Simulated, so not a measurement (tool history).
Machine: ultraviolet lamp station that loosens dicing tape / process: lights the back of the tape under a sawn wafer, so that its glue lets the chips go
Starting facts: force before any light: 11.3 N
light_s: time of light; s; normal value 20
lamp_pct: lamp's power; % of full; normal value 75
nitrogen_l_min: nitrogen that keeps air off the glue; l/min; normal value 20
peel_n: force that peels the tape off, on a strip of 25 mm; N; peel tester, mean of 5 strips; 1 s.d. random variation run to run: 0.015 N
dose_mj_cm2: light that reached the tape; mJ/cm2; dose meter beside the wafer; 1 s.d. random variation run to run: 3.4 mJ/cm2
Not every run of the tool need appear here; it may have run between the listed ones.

run 1 day=0 | light_s=20 lamp_pct=75 nitrogen_l_min=20 | peel_n=0.751 dose_mj_cm2=539
run 2 day=0.346 | light_s=20 lamp_pct=75 nitrogen_l_min=20 | peel_n=0.763 dose_mj_cm2=536
run 3 day=0.708 | light_s=20 lamp_pct=75 nitrogen_l_min=20 | peel_n=0.762 dose_mj_cm2=536
run 4 day=1.012 | light_s=20 lamp_pct=90 nitrogen_l_min=20 | peel_n=0.513 dose_mj_cm2=643
run 5 day=1.312 | light_s=20 lamp_pct=90 nitrogen_l_min=20 | peel_n=0.54 dose_mj_cm2=646
run 6 day=1.65 | light_s=20 lamp_pct=90 nitrogen_l_min=20 | peel_n=0.518 dose_mj_cm2=638
run 7 day=2.025 | light_s=20 lamp_pct=90 nitrogen_l_min=20 | peel_n=0.539 dose_mj_cm2=634
run 8 day=2.412 | light_s=20 lamp_pct=75 nitrogen_l_min=20 | peel_n=0.785 dose_mj_cm2=534
run 9 day=2.754 | light_s=13 lamp_pct=75 nitrogen_l_min=20 | peel_n=1.797 dose_mj_cm2=344
run 10 day=3.004 | light_s=13 lamp_pct=75 nitrogen_l_min=20 | peel_n=1.833 dose_mj_cm2=346
run 11 day=3.342 | light_s=13 lamp_pct=75 nitrogen_l_min=20 | peel_n=1.864 dose_mj_cm2=347
run 12 day=3.65 | light_s=13 lamp_pct=75 nitrogen_l_min=20 | peel_n=1.836 dose_mj_cm2=347
run 13 day=3.925 | light_s=22 lamp_pct=75 nitrogen_l_min=20 | peel_n=0.639 dose_mj_cm2=582
run 14 day=4.192 | light_s=22 lamp_pct=88 nitrogen_l_min=20 | peel_n=0.462 dose_mj_cm2=678
-- day=4.238 window cleaned of glue's vapour
run 15 day=4.517 | light_s=20 lamp_pct=75 nitrogen_l_min=20 | peel_n=0.861 dose_mj_cm2=518
run 16 day=4.742 | light_s=20 lamp_pct=75 nitrogen_l_min=20 | peel_n=0.831 dose_mj_cm2=522
-- day=5.054 window cleaned of glue's vapour, once more
run 17 day=5.067 | light_s=20 lamp_pct=75 nitrogen_l_min=20 | peel_n=0.754 dose_mj_cm2=546
run 18 day=5.238 | light_s=15 lamp_pct=75 nitrogen_l_min=20 | peel_n=1.372 dose_mj_cm2=412
run 19 day=5.492 | light_s=20 lamp_pct=75 nitrogen_l_min=29 | peel_n=0.569 dose_mj_cm2=547
run 20 day=5.854 | light_s=20 lamp_pct=75 nitrogen_l_min=29 | peel_n=0.592 dose_mj_cm2=542
run 21 day=6.042 | light_s=20 lamp_pct=75 nitrogen_l_min=20 | peel_n=0.764 dose_mj_cm2=541
run 22 day=6.238 | light_s=11 lamp_pct=93 nitrogen_l_min=9 | peel_n=2.798 dose_mj_cm2=366
run 23 day=6.554 | light_s=20 lamp_pct=83 nitrogen_l_min=20 | peel_n=0.603 dose_mj_cm2=595
run 24 day=6.746 | light_s=20 lamp_pct=75 nitrogen_l_min=20 | peel_n=0.763 dose_mj_cm2=538
run 25 day=7.146 | light_s=20 lamp_pct=75 nitrogen_l_min=20 | peel_n=0.778 dose_mj_cm2=538
run 26 day=7.538 | light_s=20 lamp_pct=75 nitrogen_l_min=20 | peel_n=0.773 dose_mj_cm2=535
run 27 day=7.792 | light_s=20 lamp_pct=75 nitrogen_l_min=20 | peel_n=0.772 dose_mj_cm2=540
run 28 day=8.012 | light_s=18 lamp_pct=93 nitrogen_l_min=11 | peel_n=1.034 dose_mj_cm2=599
run 29 day=8.283 | light_s=18 lamp_pct=93 nitrogen_l_min=11 | peel_n=1.037 dose_mj_cm2=596
run 30 day=8.608 | light_s=24 lamp_pct=86 nitrogen_l_min=24 | peel_n=0.366 dose_mj_cm2=737
run 31 day=8.808 | light_s=18 lamp_pct=97 nitrogen_l_min=25 | peel_n=0.486 dose_mj_cm2=616
run 32 day=9.133 | light_s=18 lamp_pct=97 nitrogen_l_min=25 | peel_n=0.473 dose_mj_cm2=618
run 33 day=9.525 | light_s=18 lamp_pct=97 nitrogen_l_min=25 | peel_n=0.484 dose_mj_cm2=612
run 34 day=9.917 | light_s=18 lamp_pct=97 nitrogen_l_min=25 | peel_n=0.481 dose_mj_cm2=616
run 35 day=10.162 | light_s=16 lamp_pct=62 nitrogen_l_min=6 | peel_n=3.627 dose_mj_cm2=348
run 36 day=10.492 | light_s=36 lamp_pct=82 nitrogen_l_min=36 | peel_n=0.219 dose_mj_cm2=1036
run 37 day=10.738 | light_s=36 lamp_pct=82 nitrogen_l_min=36 | peel_n=0.217 dose_mj_cm2=1044
run 38 day=11.046 | light_s=18 lamp_pct=81 nitrogen_l_min=10 | peel_n=1.509 dose_mj_cm2=511
run 39 day=11.242 | light_s=23 lamp_pct=75 nitrogen_l_min=14 | peel_n=0.79 dose_mj_cm2=604
run 40 day=11.633 | light_s=20 lamp_pct=63 nitrogen_l_min=12 | peel_n=1.73 dose_mj_cm2=443
run 41 day=11.804 | light_s=20 lamp_pct=99 nitrogen_l_min=7 | peel_n=1.125 dose_mj_cm2=687

What would each run have given without the hidden state, its run-to-run variation left as it was?
What the log doesn't record here: lamp's light, % of a new lamp's; light that the window lets through, % of a clean one's; drift of the gauge itself on peel_n, %; drift of the gauge itself on dose_mj_cm2, %.
run=1 peel_n=0.688 dose_mj_cm2=560
run=2 peel_n=0.696 dose_mj_cm2=559
run=3 peel_n=0.692 dose_mj_cm2=560
run=4 peel_n=0.465 dose_mj_cm2=673
run=5 peel_n=0.488 dose_mj_cm2=677
run=6 peel_n=0.466 dose_mj_cm2=671
run=7 peel_n=0.483 dose_mj_cm2=667
run=8 peel_n=0.699 dose_mj_cm2=563
run=9 peel_n=1.634 dose_mj_cm2=363
run=10 peel_n=1.661 dose_mj_cm2=367
run=11 peel_n=1.684 dose_mj_cm2=368
run=12 peel_n=1.655 dose_mj_cm2=369
run=13 peel_n=0.557 dose_mj_cm2=619
run=14 peel_n=0.406 dose_mj_cm2=723
run=15 peel_n=0.734 dose_mj_cm2=558
run=16 peel_n=0.707 dose_mj_cm2=562
run=17 peel_n=0.701 dose_mj_cm2=564
run=18 peel_n=1.285 dose_mj_cm2=426
run=19 peel_n=0.527 dose_mj_cm2=567
run=20 peel_n=0.546 dose_mj_cm2=563
run=21 peel_n=0.702 dose_mj_cm2=563
run=22 peel_n=2.646 dose_mj_cm2=381
run=23 peel_n=0.551 dose_mj_cm2=620
run=24 peel_n=0.694 dose_mj_cm2=562
run=25 peel_n=0.705 dose_mj_cm2=563
run=26 peel_n=0.698 dose_mj_cm2=561
run=27 peel_n=0.693 dose_mj_cm2=567
run=28 peel_n=0.931 dose_mj_cm2=630
run=29 peel_n=0.929 dose_mj_cm2=628
run=30 peel_n=0.335 dose_mj_cm2=777
run=31 peel_n=0.435 dose_mj_cm2=651
run=32 peel_n=0.421 dose_mj_cm2=654
run=33 peel_n=0.429 dose_mj_cm2=649
run=34 peel_n=0.424 dose_mj_cm2=655
run=35 peel_n=3.374 dose_mj_cm2=370
run=36 peel_n=0.215 dose_mj_cm2=1105
run=37 peel_n=0.212 dose_mj_cm2=1115
run=38 peel_n=1.328 dose_mj_cm2=546
run=39 peel_n=0.679 dose_mj_cm2=647
run=40 peel_n=1.523 dose_mj_cm2=475
run=41 peel_n=0.968 dose_mj_cm2=739
